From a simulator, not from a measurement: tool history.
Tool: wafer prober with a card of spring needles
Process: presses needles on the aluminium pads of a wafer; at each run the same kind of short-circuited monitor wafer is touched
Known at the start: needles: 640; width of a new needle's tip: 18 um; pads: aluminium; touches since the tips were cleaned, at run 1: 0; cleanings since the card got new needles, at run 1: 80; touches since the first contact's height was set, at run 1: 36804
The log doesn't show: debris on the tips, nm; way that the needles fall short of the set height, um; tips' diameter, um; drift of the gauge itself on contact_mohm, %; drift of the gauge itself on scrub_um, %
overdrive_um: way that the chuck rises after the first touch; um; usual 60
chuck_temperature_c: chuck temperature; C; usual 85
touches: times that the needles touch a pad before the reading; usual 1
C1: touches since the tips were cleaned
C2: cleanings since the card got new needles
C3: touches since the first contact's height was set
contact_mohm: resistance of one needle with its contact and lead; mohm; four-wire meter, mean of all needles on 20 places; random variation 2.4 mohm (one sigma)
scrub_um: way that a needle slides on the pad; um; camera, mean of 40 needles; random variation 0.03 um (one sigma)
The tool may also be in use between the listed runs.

run 1 hour=0.0 | overdrive_um=60 chuck_temperature_c=85 touches=1 | C1=0 C2=80 C3=36804 | contact_mohm=283 scrub_um=8.47
-- hour=8.7 tips cleaned on abrasive film
run 2 hour=9.9 | overdrive_um=60 chuck_temperature_c=108 touches=1 | C1=391 C2=81 C3=40173 | contact_mohm=298 scrub_um=8.40
-- hour=16.4 tips cleaned on abrasive film
run 3 hour=22.3 | overdrive_um=60 chuck_temperature_c=85 touches=2 | C1=2034 C2=82 C3=44441 | contact_mohm=311 scrub_um=8.50
-- hour=24.2 tips cleaned on abrasive film
-- hour=32.4 tips cleaned on abrasive film
run 4 hour=37.6 | overdrive_um=60 chuck_temperature_c=59 touches=2 | C1=1786 C2=84 C3=49646 | contact_mohm=296 scrub_um=8.45
-- hour=39.9 tips cleaned on abrasive film
-- hour=47.5 tips cleaned on abrasive film
run 5 hour=48.9 | overdrive_um=60 chuck_temperature_c=59 touches=2 | C1=506 C2=86 C3=53484 | contact_mohm=281 scrub_um=8.44
-- hour=55.4 tips cleaned on abrasive film
-- hour=63.3 tips cleaned on abrasive film
run 6 hour=67.7 | overdrive_um=60 chuck_temperature_c=28 touches=2 | C1=1520 C2=88 C3=59891 | contact_mohm=288 scrub_um=8.44
-- hour=71.5 tips cleaned on abrasive film
-- hour=80.0 tips cleaned on abrasive film
run 7 hour=82.6 | overdrive_um=60 chuck_temperature_c=28 touches=2 | C1=884 C2=90 C3=64953 | contact_mohm=278 scrub_um=8.44
-- hour=88.3 tips cleaned on abrasive film
-- hour=96.6 tips cleaned on abrasive film
-- hour=104.7 tips cleaned on abrasive film
run 8 hour=104.7 | overdrive_um=60 chuck_temperature_c=28 touches=2 | C1=0 C2=93 C3=72466 | contact_mohm=264 scrub_um=8.35
-- hour=112.8 tips cleaned on abrasive film
-- hour=120.9 tips cleaned on abrasive film
run 9 hour=122.9 | overdrive_um=60 chuck_temperature_c=85 touches=1 | C1=694 C2=95 C3=78699 | contact_mohm=310 scrub_um=8.36
-- hour=129.3 tips cleaned on abrasive film
-- hour=137.5 tips cleaned on abrasive film
run 10 hour=142.4 | overdrive_um=49 chuck_temperature_c=119 touches=1 | C1=1717 C2=97 C3=85359 | contact_mohm=361 scrub_um=6.78
-- hour=144.5 tips cleaned on abrasive film
-- hour=151.8 tips cleaned on abrasive film
-- hour=159.8 tips cleaned on abrasive film
run 11 hour=160.1 | overdrive_um=49 chuck_temperature_c=119 touches=1 | C1=106 C2=100 C3=91345 | contact_mohm=303 scrub_um=6.76
-- hour=167.4 tips cleaned on abrasive film
run 12 hour=170.0 | overdrive_um=53 chuck_temperature_c=34 touches=1 | C1=893 C2=101 C3=94712 | contact_mohm=304 scrub_um=7.31
-- hour=175.2 tips cleaned on abrasive film
-- hour=182.7 tips cleaned on abrasive film
run 13 hour=184.0 | overdrive_um=71 chuck_temperature_c=118 touches=3 | C1=466 C2=103 C3=99492 | contact_mohm=291 scrub_um=9.83
-- hour=190.7 tips cleaned on abrasive film
-- hour=198.4 tips cleaned on abrasive film
run 14 hour=200.4 | overdrive_um=71 chuck_temperature_c=118 touches=3 | C1=664 C2=105 C3=105069 | contact_mohm=295 scrub_um=9.84
-- hour=205.9 tips cleaned on abrasive film
run 15 hour=211.3 | overdrive_um=71 chuck_temperature_c=118 touches=3 | C1=1841 C2=106 C3=108792 | contact_mohm=299 scrub_um=9.84
-- hour=214.6 tips cleaned on abrasive film
run 16 hour=220.5 | overdrive_um=55 chuck_temperature_c=66 touches=1 | C1=2051 C2=107 C3=111956 | contact_mohm=342 scrub_um=7.57
-- hour=221.9 tips cleaned on abrasive film
-- hour=230.1 tips cleaned on abrasive film
run 17 hour=231.7 | overdrive_um=55 chuck_temperature_c=66 touches=1 | C1=546 C2=109 C3=115726 | contact_mohm=300 scrub_um=7.56

5 ways to go on from here, each from the tool as it stands after run 17. What would each give?
-- hour=238.1 tips cleaned on abrasive film
run A hour=242.3 | overdrive_um=79 chuck_temperature_c=66 touches=2 | C1=1457 C2=110 C3=119362 | contact_mohm=? scrub_um=?
-- hour=238.1 tips cleaned on abrasive film
run B hour=242.3 | overdrive_um=55 chuck_temperature_c=106 touches=1 | C1=1457 C2=110 C3=119362 | contact_mohm=? scrub_um=?
-- hour=238.1 tips cleaned on abrasive film
run C hour=242.3 | overdrive_um=59 chuck_temperature_c=98 touches=1 | C1=1457 C2=110 C3=119362 | contact_mohm=? scrub_um=?
-- hour=238.1 tips cleaned on abrasive film
run D hour=242.3 | overdrive_um=43 chuck_temperature_c=25 touches=1 | C1=1457 C2=110 C3=119362 | contact_mohm=? scrub_um=?
-- hour=238.1 tips cleaned on abrasive film
run E hour=242.3 | overdrive_um=72 chuck_temperature_c=66 touches=2 | C1=1457 C2=110 C3=119362 | contact_mohm=? scrub_um=?

run=A contact_mohm=284 scrub_um=11.05
run=B contact_mohm=330 scrub_um=7.48
run=C contact_mohm=330 scrub_um=8.11
run=D contact_mohm=356 scrub_um=5.83
run=E contact_mohm=286 scrub_um=10.02
Without the tool's hidden state the same runs would have given:
run=A contact_mohm=267 scrub_um=11.40
run=B contact_mohm=280 scrub_um=7.84
run=C contact_mohm=285 scrub_um=8.46
run=D contact_mohm=265 scrub_um=6.19
run=E contact_mohm=266 scrub_um=10.38

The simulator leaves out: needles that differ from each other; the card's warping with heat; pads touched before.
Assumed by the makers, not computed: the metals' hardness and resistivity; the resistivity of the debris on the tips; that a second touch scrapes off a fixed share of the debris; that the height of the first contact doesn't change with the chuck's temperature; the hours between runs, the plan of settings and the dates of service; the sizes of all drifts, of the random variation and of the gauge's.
